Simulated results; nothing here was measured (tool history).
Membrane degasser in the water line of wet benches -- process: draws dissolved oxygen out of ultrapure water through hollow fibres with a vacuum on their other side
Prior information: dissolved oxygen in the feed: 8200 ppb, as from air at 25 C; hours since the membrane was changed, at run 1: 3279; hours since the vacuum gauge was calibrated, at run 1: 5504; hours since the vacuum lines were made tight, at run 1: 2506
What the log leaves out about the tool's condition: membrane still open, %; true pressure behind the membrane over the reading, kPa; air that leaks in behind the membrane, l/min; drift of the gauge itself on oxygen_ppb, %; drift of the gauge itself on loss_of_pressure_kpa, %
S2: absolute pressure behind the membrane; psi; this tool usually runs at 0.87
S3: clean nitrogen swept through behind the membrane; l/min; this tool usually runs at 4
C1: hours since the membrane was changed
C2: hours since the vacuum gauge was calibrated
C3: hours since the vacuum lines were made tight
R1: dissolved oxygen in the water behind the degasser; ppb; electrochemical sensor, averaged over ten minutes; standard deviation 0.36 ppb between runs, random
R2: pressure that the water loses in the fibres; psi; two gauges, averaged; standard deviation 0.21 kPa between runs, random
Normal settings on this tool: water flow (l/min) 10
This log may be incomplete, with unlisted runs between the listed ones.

run 1 hour=0 | water_flow_(l/min)=10 S2=0.87 S3=4 | C1=3279 C2=5504 C3=2506 | R1=23.1 R2=7.194
run 2 hour=71.5 | water_flow_(l/min)=10 S2=0.87 S3=4 | C1=3351 C2=5575 C3=2578 | R1=23.4 R2=7.153
run 3 hour=118.4 | water_flow_(l/min)=10 S2=0.87 S3=4 | C1=3398 C2=5622 C3=2624 | R1=23.3 R2=7.171
run 4 hour=208.5 | water_flow_(l/min)=10 S2=0.87 S3=4 | C1=3488 C2=5712 C3=2715 | R1=23.5 R2=7.174
run 5 hour=318 | water_flow_(l/min)=10 S2=0.87 S3=4 | C1=3597 C2=5822 C3=2824 | R1=23.9 R2=7.179
run 6 hour=375 | water_flow_(l/min)=10 S2=0.87 S3=4 | C1=3655 C2=5879 C3=2881 | R1=23.2 R2=7.229
run 7 hour=474.4 | water_flow_(l/min)=10 S2=0.87 S3=4 | C1=3754 C2=5978 C3=2980 | R1=24.1 R2=7.169
run 8 hour=543.9 | water_flow_(l/min)=9 S2=0.87 S3=4 | C1=3823 C2=6048 C3=3050 | R1=21.2 R2=6.485
run 9 hour=616.9 | water_flow_(l/min)=10 S2=0.87 S3=4 | C1=3896 C2=6121 C3=3123 | R1=24 R2=7.198
run 10 hour=714.7 | water_flow_(l/min)=10 S2=0.87 S3=4 | C1=3994 C2=6219 C3=3221 | R1=24.2 R2=7.236
-- hour=809.3 seals of the vacuum lines changed
run 11 hour=809.3 | water_flow_(l/min)=10 S2=0.87 S3=4 | C1=4087 C2=6311 C3=0 | R1=23.3 R2=7.219
run 12 hour=882.1 | water_flow_(l/min)=10 S2=0.87 S3=4 | C1=4160 C2=6384 C3=73 | R1=23.4 R2=7.255
run 13 hour=959.3 | water_flow_(l/min)=10 S2=0.87 S3=4 | C1=4237 C2=6461 C3=150 | R1=23.2 R2=7.243
run 14 hour=1023.2 | water_flow_(l/min)=10 S2=0.87 S3=4 | C1=4301 C2=6525 C3=214 | R1=23.5 R2=7.255
run 15 hour=1075.3 | water_flow_(l/min)=10 S2=0.87 S3=4 | C1=4353 C2=6577 C3=266 | R1=23.4 R2=7.203
run 16 hour=1148.1 | water_flow_(l/min)=10 S2=0.87 S3=4 | C1=4426 C2=6650 C3=339 | R1=23.3 R2=7.227
run 17 hour=1228.8 | water_flow_(l/min)=10 S2=0.759 S3=9.41 | C1=4506 C2=6731 C3=420 | R1=9.4 R2=7.259
run 18 hour=1311.7 | water_flow_(l/min)=12 S2=1.408 S3=2.47 | C1=4589 C2=6814 C3=502 | R1=90.2 R2=8.731
run 19 hour=1383.9 | water_flow_(l/min)=12 S2=1.408 S3=2.47 | C1=4661 C2=6886 C3=575 | R1=88.6 R2=8.71
run 20 hour=1440.3 | water_flow_(l/min)=12 S2=1.001 S3=9.14 | C1=4718 C2=6942 C3=631 | R1=20.2 R2=8.752
-- hour=1524.6 vacuum gauge calibrated
run 21 hour=1550.1 | water_flow_(l/min)=12 S2=1.001 S3=9.14 | C1=4827 C2=25 C3=740 | R1=18.6 R2=8.772
run 22 hour=1659.2 | water_flow_(l/min)=12 S2=1.001 S3=9.14 | C1=4936 C2=135 C3=849 | R1=19 R2=8.778
run 23 hour=1741.2 | water_flow_(l/min)=7 S2=1.163 S3=7.53 | C1=5018 C2=217 C3=931 | R1=11.6 R2=5.095

Table of differences, measured result less the result of that run with no hidden state. Run-to-run variation is the same in both. Gauge scatter possibly is not:
run=1 R1=+3.8 R2=+0.215
run=2 R1=+3.8 R2=+0.22
run=3 R1=+3.8 R2=+0.223
run=4 R1=+3.9 R2=+0.229
run=5 R1=+4.1 R2=+0.236
run=6 R1=+4.1 R2=+0.241
run=7 R1=+4.2 R2=+0.248
run=8 R1=+3.9 R2=+0.226
run=9 R1=+4.4 R2=+0.257
run=10 R1=+4.5 R2=+0.265
run=11 R1=+3.4 R2=+0.271
run=12 R1=+3.5 R2=+0.276
run=13 R1=+3.6 R2=+0.281
run=14 R1=+3.6 R2=+0.287
run=15 R1=+3.7 R2=+0.289
run=16 R1=+3.8 R2=+0.294
run=17 R1=+2.1 R2=+0.302
run=18 R1=+7.7 R2=+0.37
run=19 R1=+7.7 R2=+0.373
run=20 R1=+3.6 R2=+0.379
run=21 R1=+1.9 R2=+0.389
run=22 R1=+2.1 R2=+0.4
run=23 R1=+0.5 R2=+0.235
